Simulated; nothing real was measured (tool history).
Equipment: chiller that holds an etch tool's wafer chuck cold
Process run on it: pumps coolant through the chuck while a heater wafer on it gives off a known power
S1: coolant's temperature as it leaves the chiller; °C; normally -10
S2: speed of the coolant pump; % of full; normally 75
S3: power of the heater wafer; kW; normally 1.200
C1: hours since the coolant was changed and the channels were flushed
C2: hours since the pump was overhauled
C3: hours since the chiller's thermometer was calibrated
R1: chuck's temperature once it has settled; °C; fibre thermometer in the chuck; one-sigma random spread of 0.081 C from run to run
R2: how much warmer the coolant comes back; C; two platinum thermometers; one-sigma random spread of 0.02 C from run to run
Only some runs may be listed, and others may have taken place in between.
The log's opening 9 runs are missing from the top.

Run 10, hour 183.2: usual settings; C1 4137; C2 1386; C3 27. Result: R1 -1.77 °C, R2 3.47 C.
Run 11, hour 215.5: usual settings but S2 62 % of full; C1 4170; C2 1419; C3 59. Result: R1 -0.18 °C, R2 4.20 C.
Run 12, hour 238.9: usual settings; C1 4193; C2 1442; C3 83. Result: R1 -1.73 °C, R2 3.44 C.
Run 13, hour 265.3: usual settings; C1 4220; C2 1469; C3 109. Result: R1 -1.74 °C, R2 3.47 C.
Run 14, hour 278.7: usual settings but S1 -5 °C; C1 4233; C2 1482; C3 122. Result: R1 3.34 °C, R2 3.46 C.
Run 15, hour 304.5: usual settings; C1 4259; C2 1508; C3 148. Result: R1 -1.67 °C, R2 3.45 C.
Run 16, hour 336.7: usual settings; C1 4291; C2 1540; C3 180. Result: R1 -1.54 °C, R2 3.46 C.
Run 17, hour 351.0: usual settings; C1 4305; C2 1554; C3 195. Result: R1 -1.54 °C, R2 3.47 C.
Run 18, hour 371.1: usual settings but S2 74 % of full; C1 4325; C2 1574; C3 215. Result: R1 -1.53 °C, R2 3.50 C.
Run 19, hour 384.8: usual settings but S1 -2 °C, S2 61 % of full, S3 0.781 kW; C1 4339; C2 1588; C3 229. Result: R1 4.66 °C, R2 2.78 C.
Run 20, hour 399.7: usual settings but S1 -2 °C, S2 61 % of full, S3 0.781 kW; C1 4354; C2 1603; C3 243. Result: R1 4.74 °C, R2 2.77 C.
Run 21, hour 421.8: usual settings but S1 -2 °C, S2 96 % of full, S3 0.781 kW; C1 4376; C2 1625; C3 266. Result: R1 2.47 °C, R2 1.75 C.
Run 22, hour 442.6: usual settings but S1 -13 °C, S2 72 % of full, S3 1.040 kW; C1 4397; C2 1646; C3 286. Result: R1 -5.43 °C, R2 3.12 C.
Run 23, hour 460.6: usual settings but S1 -13 °C, S2 72 % of full, S3 1.040 kW; C1 4415; C2 1664; C3 304. Result: R1 -5.35 °C, R2 3.11 C.
Run 24, hour 476.0: usual settings but S1 -5 °C, S3 1.373 kW; C1 4430; C2 1679; C3 320. Result: R1 4.71 °C, R2 3.95 C.
At hour 480.7: gauge calibrated.
Run 25, hour 503.4: usual settings but S1 -5 °C, S3 1.373 kW; C1 4458; C2 1707; C3 347. Result: R1 4.30 °C, R2 3.98 C.
Run 26, hour 523.3: usual settings but S1 -13 °C, S3 1.373 kW; C1 4478; C2 1726; C3 367. Result: R1 -3.64 °C, R2 4.01 C.
Run 27, hour 544.6: usual settings but S1 -13 °C, S3 1.373 kW; C1 4499; C2 1748; C3 388. Result: R1 -3.58 °C, R2 3.93 C.
Run 28, hour 567.8: usual settings but S1 -3 °C, S2 67 % of full; C1 4522; C2 1771; C3 412. Result: R1 5.99 °C, R2 3.89 C.
Run 29, hour 592.9: usual settings but S2 81 % of full, S3 1.427 kW; C1 4547; C2 1796; C3 437. Result: R1 -0.92 °C, R2 3.81 C.
Run 30, hour 607.4: usual settings but S3 1.563 kW; C1 4562; C2 1811; C3 451. Result: R1 0.70 °C, R2 4.49 C.
Run 31, hour 627.3: usual settings but S3 1.563 kW; C1 4582; C2 1831; C3 471. Result: R1 0.63 °C, R2 4.50 C.
Run 32, hour 658.8: usual settings but S1 -3 °C, S2 70 % of full, S3 0.609 kW; C1 4613; C2 1862; C3 502. Result: R1 1.63 °C, R2 1.90 C.
Run 33, hour 675.2: usual settings but S2 76 % of full; C1 4629; C2 1878; C3 519. Result: R1 -1.78 °C, R2 3.40 C.

Below are 3 alternative next runs, each starting from the tool's condition after run 33. Predict each:
Run A, hour 688.8: usual settings but S1 -9 °C, S2 68 % of full, S3 1.289 kW; C1 4643; C2 1892; C3 533. Result: R1 ?, R2 ?.
Run B, hour 688.8: usual settings but S1 -4 °C, S2 72 % of full, S3 0.604 kW; C1 4643; C2 1892; C3 533. Result: R1 ?, R2 ?.
Run C, hour 688.8: usual settings but S2 71 % of full; C1 4643; C2 1892; C3 533. Result: R1 ?, R2 ?.

run     R1    R2
  A   0.77  4.08
  B   0.44  1.80
  C  -1.25  3.66
What these runs would have given with no unlogged condition in the tool:
run     R1    R2
  A   0.55  4.08
  B   0.24  1.80
  C  -1.46  3.66
